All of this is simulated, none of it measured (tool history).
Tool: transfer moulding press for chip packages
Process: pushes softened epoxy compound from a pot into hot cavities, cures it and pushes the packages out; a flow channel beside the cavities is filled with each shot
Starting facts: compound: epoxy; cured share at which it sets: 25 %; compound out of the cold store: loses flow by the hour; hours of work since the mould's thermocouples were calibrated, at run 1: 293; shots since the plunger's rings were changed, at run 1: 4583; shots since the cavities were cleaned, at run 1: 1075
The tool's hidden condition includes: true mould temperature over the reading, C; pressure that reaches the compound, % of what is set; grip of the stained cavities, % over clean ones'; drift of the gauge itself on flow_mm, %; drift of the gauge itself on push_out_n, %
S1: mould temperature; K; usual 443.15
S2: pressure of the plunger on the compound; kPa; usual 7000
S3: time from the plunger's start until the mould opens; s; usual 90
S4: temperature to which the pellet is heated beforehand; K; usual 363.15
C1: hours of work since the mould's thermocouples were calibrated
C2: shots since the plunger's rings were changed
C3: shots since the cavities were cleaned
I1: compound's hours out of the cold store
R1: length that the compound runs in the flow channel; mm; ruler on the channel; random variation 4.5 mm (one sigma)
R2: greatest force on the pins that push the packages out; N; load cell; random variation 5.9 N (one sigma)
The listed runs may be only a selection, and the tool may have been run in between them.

| run | hour | S1 | S2 | S3 | S4 | C1 | C2 | C3 | I1 | R1 | R2 |
|---|---|---|---|---|---|---|---|---|---|---|---|
| 1 | 0.0 | 443.15 | 7000 | 90 | 363.15 | 293 | 4583 | 1075 | 35.0 | 809 | 213 |
|  | 12.9 | plunger's sealing rings changed |
|  | 14.4 | cavities cleaned with cleaning compound and waxed |
| 2 | 64.7 | 443.15 | 7000 | 90 | 363.15 | 328 | 569 | 569 | 14.0 | 923 | 217 |
| 3 | 103.6 | 443.15 | 7000 | 90 | 363.15 | 350 | 1010 | 1010 | 33.9 | 817 | 216 |
|  | 121.6 | cavities cleaned with cleaning compound and waxed |
| 4 | 150.3 | 443.15 | 7000 | 90 | 367.15 | 376 | 1522 | 325 | 20.6 | 892 | 229 |
| 5 | 200.5 | 443.15 | 7000 | 90 | 363.15 | 405 | 2090 | 893 | 44.2 | 758 | 220 |
|  | 228.7 | cavities cleaned with cleaning compound and waxed |
| 6 | 234.4 | 443.15 | 7000 | 90 | 363.15 | 424 | 2457 | 64 | 14.1 | 922 | 230 |
| 7 | 269.2 | 443.15 | 5290 | 90 | 363.15 | 444 | 2851 | 458 | 8.8 | 836 | 230 |
| 8 | 298.4 | 443.15 | 5290 | 90 | 363.15 | 461 | 3181 | 788 | 15.1 | 805 | 223 |
| 9 | 331.6 | 443.15 | 5290 | 90 | 363.15 | 480 | 3558 | 1165 | 38.6 | 694 | 227 |
|  | 336.8 | cavities cleaned with cleaning compound and waxed |
| 10 | 394.6 | 443.15 | 5290 | 90 | 363.15 | 515 | 4255 | 655 | 13.6 | 813 | 224 |
|  | 439.1 | plunger's sealing rings changed |
|  | 444.9 | cavities cleaned with cleaning compound and waxed |
| 11 | 447.9 | 443.15 | 7000 | 90 | 361.15 | 544 | 83 | 34 | 37.0 | 802 | 214 |
| 12 | 486.5 | 443.15 | 7810 | 90 | 361.15 | 566 | 519 | 470 | 32.6 | 876 | 224 |
|  | 505.8 | mould's thermocouples calibrated |
| 13 | 546.7 | 443.15 | 7810 | 90 | 361.15 | 24 | 1179 | 1130 | 30.0 | 891 | 222 |
|  | 556.8 | cavities cleaned with cleaning compound and waxed |
| 14 | 577.3 | 443.15 | 7000 | 90 | 363.15 | 40 | 1508 | 232 | 39.2 | 783 | 212 |
| 15 | 614.3 | 443.15 | 7000 | 90 | 363.15 | 62 | 1927 | 651 | 46.0 | 755 | 227 |
|  | 666.1 | cavities cleaned with cleaning compound and waxed |
| 16 | 672.4 | 443.15 | 7000 | 77 | 359.15 | 94 | 2568 | 71 | 36.7 | 801 | 275 |
| 17 | 736.8 | 443.15 | 7000 | 77 | 359.15 | 131 | 3297 | 800 | 40.0 | 789 | 269 |

Run 18 has not been measured yet. What should we expect?
|  | 776.0 | cavities cleaned with cleaning compound and waxed |
| 18 | 792.7 | 443.15 | 7680 | 90 | 363.15 | 163 | 3913 | 189 | 31.3 | ? | ? |

R1: 871 mm
R2: 216 N
Minus the tool's unlogged condition, the same run would have read R1 872 mm, R2 215 N.
